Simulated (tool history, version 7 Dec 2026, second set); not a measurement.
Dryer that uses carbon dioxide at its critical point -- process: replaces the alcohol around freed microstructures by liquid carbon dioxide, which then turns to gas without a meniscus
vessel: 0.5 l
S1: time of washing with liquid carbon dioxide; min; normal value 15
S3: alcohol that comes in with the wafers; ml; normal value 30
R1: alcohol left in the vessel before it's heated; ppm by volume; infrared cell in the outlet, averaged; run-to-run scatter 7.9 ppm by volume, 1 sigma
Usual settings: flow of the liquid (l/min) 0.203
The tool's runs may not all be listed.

run 1 hour=0 | S1=15 flow_of_the_liquid_(l/min)=0.203 S3=30 | R1=986
-- hour=10.8 inlet filter changed
run 2 hour=12.8 | S1=15 flow_of_the_liquid_(l/min)=0.203 S3=30 | R1=424
run 3 hour=28.3 | S1=15 flow_of_the_liquid_(l/min)=0.203 S3=30 | R1=445
run 4 hour=40.6 | S1=15 flow_of_the_liquid_(l/min)=0.203 S3=30 | R1=441
run 5 hour=54.3 | S1=15 flow_of_the_liquid_(l/min)=0.203 S3=30 | R1=449
run 6 hour=71.1 | S1=15 flow_of_the_liquid_(l/min)=0.203 S3=30 | R1=436
run 7 hour=85.9 | S1=15 flow_of_the_liquid_(l/min)=0.203 S3=30 | R1=456
run 8 hour=100.6 | S1=13 flow_of_the_liquid_(l/min)=0.203 S3=30 | R1=878
run 9 hour=110.5 | S1=15 flow_of_the_liquid_(l/min)=0.203 S3=30 | R1=465
run 10 hour=126 | S1=15 flow_of_the_liquid_(l/min)=0.203 S3=30 | R1=481
run 11 hour=137.1 | S1=15 flow_of_the_liquid_(l/min)=0.203 S3=30 | R1=486
run 12 hour=147.9 | S1=15 flow_of_the_liquid_(l/min)=0.203 S3=30 | R1=474
run 13 hour=158.4 | S1=15 flow_of_the_liquid_(l/min)=0.203 S3=30 | R1=504
run 14 hour=172.9 | S1=15 flow_of_the_liquid_(l/min)=0.177 S3=30 | R1=907
run 15 hour=186.5 | S1=15 flow_of_the_liquid_(l/min)=0.146 S3=30 | R1=1952
run 16 hour=201.9 | S1=15 flow_of_the_liquid_(l/min)=0.146 S3=30 | R1=2022
run 17 hour=210.5 | S1=15 flow_of_the_liquid_(l/min)=0.203 S3=30 | R1=498
run 18 hour=228.2 | S1=15 flow_of_the_liquid_(l/min)=0.203 S3=55 | R1=921
run 19 hour=244.4 | S1=15 flow_of_the_liquid_(l/min)=0.203 S3=21 | R1=378
run 20 hour=261 | S1=15 flow_of_the_liquid_(l/min)=0.203 S3=21 | R1=383
run 21 hour=276 | S1=15 flow_of_the_liquid_(l/min)=0.203 S3=21 | R1=386
run 22 hour=291.5 | S1=15 flow_of_the_liquid_(l/min)=0.203 S3=21 | R1=397
run 23 hour=304.4 | S1=15 flow_of_the_liquid_(l/min)=0.203 S3=30 | R1=548
run 24 hour=316.6 | S1=13 flow_of_the_liquid_(l/min)=0.235 S3=79 | R1=1355
run 25 hour=325.7 | S1=23 flow_of_the_liquid_(l/min)=0.136 S3=67 | R1=1131
run 26 hour=336.9 | S1=15 flow_of_the_liquid_(l/min)=0.253 S3=87 | R1=476
run 27 hour=352.4 | S1=15 flow_of_the_liquid_(l/min)=0.253 S3=87 | R1=492
run 28 hour=369.9 | S1=15 flow_of_the_liquid_(l/min)=0.253 S3=87 | R1=509
run 29 hour=382.5 | S1=15 flow_of_the_liquid_(l/min)=0.255 S3=91 | R1=496
run 30 hour=390.7 | S1=9 flow_of_the_liquid_(l/min)=0.302 S3=85 | R1=2410
run 31 hour=402.9 | S1=12 flow_of_the_liquid_(l/min)=0.176 S3=30 | R1=2388
run 32 hour=413.6 | S1=10 flow_of_the_liquid_(l/min)=0.203 S3=30 | R1=2622
run 33 hour=428.7 | S1=15 flow_of_the_liquid_(l/min)=0.213 S3=30 | R1=500
run 34 hour=436.9 | S1=14 flow_of_the_liquid_(l/min)=0.163 S3=29 | R1=1891
run 35 hour=448.4 | S1=23 flow_of_the_liquid_(l/min)=0.148 S3=29 | R1=398
run 36 hour=465.3 | S1=23 flow_of_the_liquid_(l/min)=0.148 S3=66 | R1=836
run 37 hour=474.5 | S1=23 flow_of_the_liquid_(l/min)=0.148 S3=66 | R1=849
run 38 hour=490.1 | S1=23 flow_of_the_liquid_(l/min)=0.148 S3=66 | R1=850
run 39 hour=501.7 | S1=10 flow_of_the_liquid_(l/min)=0.172 S3=21 | R1=3213
run 40 hour=512.9 | S1=10 flow_of_the_liquid_(l/min)=0.144 S3=21 | R1=4892
run 41 hour=524.7 | S1=15 flow_of_the_liquid_(l/min)=0.275 S3=47 | R1=220
run 42 hour=538.7 | S1=16 flow_of_the_liquid_(l/min)=0.248 S3=66 | R1=377
run 43 hour=550.1 | S1=10 flow_of_the_liquid_(l/min)=0.149 S3=21 | R1=4747
run 44 hour=567.5 | S1=10 flow_of_the_liquid_(l/min)=0.247 S3=47 | R1=2264
run 45 hour=581.3 | S1=10 flow_of_the_liquid_(l/min)=0.324 S3=47 | R1=718
run 46 hour=589.9 | S1=10 flow_of_the_liquid_(l/min)=0.324 S3=47 | R1=742

Consider 5 possible next runs. They are alternatives, not a sequence: every one starts from the tool as it was left by run 46. What does each give?
run A hour=604 | S1=10 flow_of_the_liquid_(l/min)=0.331 S3=89 | R1=?
run B hour=604 | S1=10 flow_of_the_liquid_(l/min)=0.324 S3=24 | R1=?
run C hour=604 | S1=10 flow_of_the_liquid_(l/min)=0.173 S3=37 | R1=?
run D hour=604 | S1=15 flow_of_the_liquid_(l/min)=0.129 S3=30 | R1=?
run E hour=604 | S1=10 flow_of_the_liquid_(l/min)=0.324 S3=73 | R1=?

run=A R1=1168
run=B R1=394
run=C R1=5692
run=D R1=3594
run=E R1=1115
With the hidden condition removed and each run's random variation left untouched, the same runs would have given:
run=A R1=680
run=B R1=207
run=C R1=4384
run=D R1=2682
run=E R1=655
